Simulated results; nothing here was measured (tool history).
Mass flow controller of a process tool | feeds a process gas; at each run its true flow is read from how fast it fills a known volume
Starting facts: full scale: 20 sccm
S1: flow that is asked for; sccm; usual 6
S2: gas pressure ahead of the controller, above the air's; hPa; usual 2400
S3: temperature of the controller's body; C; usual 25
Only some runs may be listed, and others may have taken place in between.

Run 1, hour 0.0: usual settings. Result: true flow (%) 99.66.
Run 2, hour 119.9: usual settings but S3 21 C. Result: true flow (%) 99.65.
Run 3, hour 232.1: usual settings. Result: true flow (%) 99.68.
Run 4, hour 410.1: usual settings but S1 2 sccm. Result: true flow (%) 102.18.
Run 5, hour 612.6: usual settings but S1 2 sccm. Result: true flow (%) 102.29.
Run 6, hour 740.8: usual settings. Result: true flow (%) 99.68.
Run 7, hour 939.2: usual settings but S1 3 sccm. Result: true flow (%) 101.06.
Run 8, hour 1104.5: usual settings but S3 27 C. Result: true flow (%) 99.68.
Run 9, hour 1282.6: usual settings but S3 29 C. Result: true flow (%) 99.52.
Run 10, hour 1491.2: usual settings but S3 29 C. Result: true flow (%) 99.56.
Run 11, hour 1683.1: usual settings but S3 29 C. Result: true flow (%) 99.48.
Run 12, hour 1776.4: usual settings but S1 9 sccm. Result: true flow (%) 99.30.
Run 13, hour 1988.1: usual settings but S2 2420 hPa. Result: true flow (%) 99.78.
Run 14, hour 2122.8: usual settings but S2 1850 hPa. Result: true flow (%) 100.13.
Run 15, hour 2313.7: usual settings but S2 1850 hPa. Result: true flow (%) 100.24.
Run 16, hour 2504.2: usual settings but S2 1850 hPa. Result: true flow (%) 100.26.
Run 17, hour 2677.5: usual settings but S2 1850 hPa. Result: true flow (%) 100.20.
Run 18, hour 2812.1: usual settings but S2 1850 hPa. Result: true flow (%) 100.34.
Run 19, hour 2901.9: usual settings but S2 1850 hPa. Result: true flow (%) 100.12.
Run 20, hour 3086.1: usual settings but S3 22 C. Result: true flow (%) 99.90.
Run 21, hour 3194.1: usual settings. Result: true flow (%) 99.96.
Run 22, hour 3405.4: usual settings. Result: true flow (%) 99.76.
Run 23, hour 3608.3: usual settings. Result: true flow (%) 99.89.
Run 24, hour 3725.4: usual settings. Result: true flow (%) 99.90.
Run 25, hour 3888.7: usual settings but S1 15 sccm, S2 1790 hPa. Result: true flow (%) 99.35.
Run 26, hour 4092.2: usual settings but S1 15 sccm, S2 1790 hPa. Result: true flow (%) 99.38.
Run 27, hour 4273.1: usual settings but S1 13 sccm, S3 36 C. Result: true flow (%) 98.54.
Run 28, hour 4398.1: usual settings but S2 1700 hPa, S3 21 C. Result: true flow (%) 100.58.
Run 29, hour 4489.3: usual settings but S2 2540 hPa, S3 21 C. Result: true flow (%) 100.04.
Run 30, hour 4637.5: usual settings but S2 1910 hPa, S3 40 C. Result: true flow (%) 99.72.
Run 31, hour 4749.7: usual settings but S1 5 sccm. Result: true flow (%) 100.37.
Run 32, hour 4873.3: usual settings but S3 24 C. Result: true flow (%) 100.01.
Run 33, hour 4967.9: usual settings but S3 24 C. Result: true flow (%) 100.06.
Run 34, hour 5152.0: usual settings but S2 1640 hPa, S3 29 C. Result: true flow (%) 100.29.
Run 35, hour 5249.0: usual settings but S1 18 sccm, S2 1640 hPa. Result: true flow (%) 99.29.
Run 36, hour 5422.9: usual settings but S2 1550 hPa, S3 23 C. Result: true flow (%) 100.77.
Run 37, hour 5534.6: usual settings but S1 3 sccm. Result: true flow (%) 102.45.
Run 38, hour 5718.9: usual settings but S1 3 sccm, S3 34 C. Result: true flow (%) 102.07.
At hour 5915.0: controller's zero set anew.
Run 39, hour 5921.8: usual settings but S1 3 sccm, S2 1680 hPa, S3 39 C. Result: true flow (%) 97.25.
Run 40, hour 6033.9: usual settings but S1 10 sccm, S3 27 C. Result: true flow (%) 97.37.
Run 41, hour 6189.0: usual settings but S1 10 sccm, S3 27 C. Result: true flow (%) 97.55.
Run 42, hour 6378.4: usual settings but S1 3 sccm, S2 1940 hPa, S3 33 C. Result: true flow (%) 97.52.
Run 43, hour 6496.0: usual settings but S1 3 sccm, S2 1940 hPa, S3 33 C. Result: true flow (%) 97.39.
Run 44, hour 6597.9: usual settings but S1 3 sccm, S2 1940 hPa, S3 33 C. Result: true flow (%) 97.58.
Run 45, hour 6797.2: usual settings but S1 7 sccm. Result: true flow (%) 97.57.
Run 46, hour 6987.4: usual settings but S1 9 sccm, S2 1890 hPa, S3 34 C. Result: true flow (%) 97.36.
Run 47, hour 7177.8: usual settings but S2 2130 hPa, S3 26 C. Result: true flow (%) 97.60.
Run 48, hour 7376.4: usual settings but S2 2260 hPa, S3 36 C. Result: true flow (%) 97.22.

The logged runs with the hidden state left out (each run's random variation unchanged):
Hidden conditions of the tool in this case: flow at rest that the sensor doesn't see, % of full scale; true flow over the shown one, %; drift of the gauge itself on true_pct, %.
run  true flow (%)
  1          99.17
  2          99.16
  3          99.19
  4          98.94
  5          98.94
  6          99.15
  7          99.03
  8          99.13
  9          98.95
 10          98.98
 11          98.89
 12          99.27
 13          99.17
 14          99.51
 15          99.60
 16          99.61
 17          99.54
 18          99.67
 19          99.45
 20          99.22
 21          99.26
 22          99.06
 23          99.17
 24          99.17
 25          99.91
 26          99.96
 27          98.99
 28          99.81
 29          99.26
 30          98.93
 31          99.10
 32          99.21
 33          99.25
 34          99.47
 35         100.13
 36          99.93
 37          99.05
 38          98.61
 39          99.02
 40          99.16
 41          99.34
 42          99.15
 43          98.98
 44          99.15
 45          99.32
 46          99.15
 47          99.29
 48          98.90
